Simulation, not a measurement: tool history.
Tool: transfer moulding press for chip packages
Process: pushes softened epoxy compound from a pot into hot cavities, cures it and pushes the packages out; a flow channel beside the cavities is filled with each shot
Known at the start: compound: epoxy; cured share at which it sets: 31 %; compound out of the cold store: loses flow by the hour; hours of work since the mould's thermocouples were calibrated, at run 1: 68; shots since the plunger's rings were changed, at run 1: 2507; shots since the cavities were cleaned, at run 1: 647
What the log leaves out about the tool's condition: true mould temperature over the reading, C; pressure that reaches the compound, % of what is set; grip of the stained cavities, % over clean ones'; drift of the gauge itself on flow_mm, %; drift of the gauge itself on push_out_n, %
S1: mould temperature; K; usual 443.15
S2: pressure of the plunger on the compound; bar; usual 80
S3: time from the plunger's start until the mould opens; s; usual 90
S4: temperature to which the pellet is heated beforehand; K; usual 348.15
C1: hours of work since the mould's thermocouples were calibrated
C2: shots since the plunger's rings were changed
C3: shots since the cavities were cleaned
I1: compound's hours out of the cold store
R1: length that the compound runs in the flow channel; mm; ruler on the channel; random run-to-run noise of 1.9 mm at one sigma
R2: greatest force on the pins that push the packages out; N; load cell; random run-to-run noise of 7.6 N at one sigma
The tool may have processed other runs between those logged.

{"run": 1, "hour": 0.0, "S1": 443.15, "S2": 80, "S3": 90, "S4": 348.15, "C1": 68, "C2": 2507, "C3": 647, "I1": 39.2, "R1": 526, "R2": 337}
{"hour": 5.8, "done": "cavities cleaned with cleaning compound and waxed"}
{"run": 2, "hour": 36.5, "S1": 443.15, "S2": 80, "S3": 99, "S4": 348.15, "C1": 85, "C2": 2857, "C3": 307, "I1": 39.4, "R1": 526, "R2": 270}
{"run": 3, "hour": 68.2, "S1": 443.15, "S2": 80, "S3": 90, "S4": 348.15, "C1": 101, "C2": 3174, "C3": 624, "I1": 41.5, "R1": 517, "R2": 319}
{"hour": 79.2, "done": "cavities cleaned with cleaning compound and waxed"}
{"run": 4, "hour": 113.4, "S1": 443.15, "S2": 80, "S3": 90, "S4": 348.15, "C1": 122, "C2": 3612, "C3": 343, "I1": 28.5, "R1": 565, "R2": 327}
{"hour": 149.6, "done": "cavities cleaned with cleaning compound and waxed"}
{"run": 5, "hour": 149.6, "S1": 443.15, "S2": 80, "S3": 90, "S4": 348.15, "C1": 139, "C2": 3958, "C3": 0, "I1": 14.7, "R1": 620, "R2": 334}
{"hour": 185.2, "done": "plunger's sealing rings changed"}
{"run": 6, "hour": 195.1, "S1": 443.15, "S2": 80, "S3": 90, "S4": 348.15, "C1": 160, "C2": 99, "C3": 430, "I1": 19, "R1": 599, "R2": 344}
{"run": 7, "hour": 218.3, "S1": 443.15, "S2": 80, "S3": 90, "S4": 348.15, "C1": 171, "C2": 331, "C3": 662, "I1": 46.6, "R1": 498, "R2": 308}
{"hour": 224.5, "done": "cavities cleaned with cleaning compound and waxed"}
{"run": 8, "hour": 262.4, "S1": 443.15, "S2": 80, "S3": 90, "S4": 348.15, "C1": 192, "C2": 758, "C3": 379, "I1": 22.5, "R1": 587, "R2": 334}
{"run": 9, "hour": 292.0, "S1": 443.15, "S2": 80, "S3": 90, "S4": 348.15, "C1": 206, "C2": 1054, "C3": 675, "I1": 17.4, "R1": 611, "R2": 350}
{"hour": 297.6, "done": "cavities cleaned with cleaning compound and waxed"}
{"run": 10, "hour": 324.8, "S1": 443.15, "S2": 80, "S3": 90, "S4": 348.15, "C1": 222, "C2": 1367, "C3": 272, "I1": 38, "R1": 526, "R2": 330}
{"run": 11, "hour": 363.3, "S1": 443.15, "S2": 80, "S3": 90, "S4": 348.15, "C1": 240, "C2": 1752, "C3": 657, "I1": 39.2, "R1": 527, "R2": 313}
{"hour": 369.9, "done": "cavities cleaned with cleaning compound and waxed"}
{"run": 12, "hour": 421.6, "S1": 443.15, "S2": 77.7, "S3": 90, "S4": 348.15, "C1": 268, "C2": 2320, "C3": 517, "I1": 25.4, "R1": 565, "R2": 329}
{"hour": 439.6, "done": "cavities cleaned with cleaning compound and waxed"}
{"run": 13, "hour": 447.3, "S1": 443.15, "S2": 77.7, "S3": 90, "S4": 357.15, "C1": 280, "C2": 2563, "C3": 77, "I1": 23.8, "R1": 574, "R2": 326}
{"run": 14, "hour": 502.0, "S1": 443.15, "S2": 77.7, "S3": 78, "S4": 357.15, "C1": 306, "C2": 3109, "C3": 623, "I1": 20.2, "R1": 590, "R2": 433}
{"hour": 510.8, "done": "cavities cleaned with cleaning compound and waxed"}
{"run": 15, "hour": 550.4, "S1": 436.15, "S2": 94.2, "S3": 78, "S4": 357.15, "C1": 329, "C2": 3579, "C3": 396, "I1": 33, "R1": 606, "R2": 652}
{"hour": 581.4, "done": "cavities cleaned with cleaning compound and waxed"}
{"run": 16, "hour": 601.9, "S1": 436.15, "S2": 94.2, "S3": 78, "S4": 357.15, "C1": 353, "C2": 4079, "C3": 205, "I1": 8.9, "R1": 711, "R2": 763}
{"hour": 628.2, "done": "plunger's sealing rings changed"}
{"run": 17, "hour": 635.3, "S1": 439.15, "S2": 94.2, "S3": 82, "S4": 357.15, "C1": 368, "C2": 71, "C3": 514, "I1": 14.7, "R1": 683, "R2": 546}
{"hour": 654.5, "done": "cavities cleaned with cleaning compound and waxed"}
{"run": 18, "hour": 686.2, "S1": 448.15, "S2": 96.1, "S3": 119, "S4": 347.15, "C1": 392, "C2": 566, "C3": 317, "I1": 37.8, "R1": 574, "R2": 257}
{"hour": 726.0, "done": "cavities cleaned with cleaning compound and waxed"}
{"run": 19, "hour": 731.7, "S1": 448.15, "S2": 75, "S3": 119, "S4": 353.15, "C1": 414, "C2": 1006, "C3": 58, "I1": 40.7, "R1": 499, "R2": 259}
{"run": 20, "hour": 787.5, "S1": 448.15, "S2": 64, "S3": 119, "S4": 353.15, "C1": 441, "C2": 1564, "C3": 616, "I1": 9.1, "R1": 571, "R2": 257}
{"hour": 796.6, "done": "cavities cleaned with cleaning compound and waxed"}
{"run": 21, "hour": 816.3, "S1": 443.15, "S2": 80, "S3": 90, "S4": 350.15, "C1": 454, "C2": 1837, "C3": 198, "I1": 37.7, "R1": 529, "R2": 313}
{"hour": 854.7, "done": "mould's thermocouples calibrated"}
{"hour": 869.9, "done": "cavities cleaned with cleaning compound and waxed"}
{"run": 22, "hour": 869.9, "S1": 439.15, "S2": 80, "S3": 90, "S4": 350.15, "C1": 7, "C2": 2338, "C3": 0, "I1": 23.1, "R1": 591, "R2": 423}
{"run": 23, "hour": 925.0, "S1": 439.15, "S2": 80, "S3": 90, "S4": 350.15, "C1": 33, "C2": 2890, "C3": 552, "I1": 22, "R1": 599, "R2": 424}
{"hour": 940.0, "done": "cavities cleaned with cleaning compound and waxed"}
{"run": 24, "hour": 959.5, "S1": 446.15, "S2": 79.5, "S3": 96, "S4": 347.15, "C1": 50, "C2": 3220, "C3": 196, "I1": 10.2, "R1": 636, "R2": 276}
{"run": 25, "hour": 982.4, "S1": 446.15, "S2": 79.5, "S3": 96, "S4": 347.15, "C1": 61, "C2": 3448, "C3": 424, "I1": 30.3, "R1": 550, "R2": 279}
{"hour": 1012.0, "done": "cavities cleaned with cleaning compound and waxed"}
{"run": 26, "hour": 1029.1, "S1": 443.15, "S2": 80, "S3": 90, "S4": 348.15, "C1": 83, "C2": 3900, "C3": 170, "I1": 42.2, "R1": 515, "R2": 332}
{"run": 27, "hour": 1056.1, "S1": 443.15, "S2": 80, "S3": 90, "S4": 348.15, "C1": 96, "C2": 4171, "C3": 441, "I1": 28.1, "R1": 564, "R2": 341}

A few steps of R2 between consecutive runs. Split each: what settings, incoming material and random variation would produce without the hidden state, and what is left over for the hidden state, along with gauge scatter present in only one of the two compared results (measured, and without hidden state):
Run 13 -> 14: S3 90 -> 78. R2 +107 N: hidden state +6, all else +101.
Run 14 -> 15: S1 443.15 -> 436.15, S2 77.7 -> 94.2, cavities cleaned with cleaning compound and waxed. R2 +219 N: hidden state +1, all else +218.
Run 17 -> 18: S1 439.15 -> 448.15, S2 94.2 -> 96.1, S3 82 -> 119, S4 357.15 -> 347.15, cavities cleaned with cleaning compound and waxed. R2 -289 N: hidden state -6, all else -283.
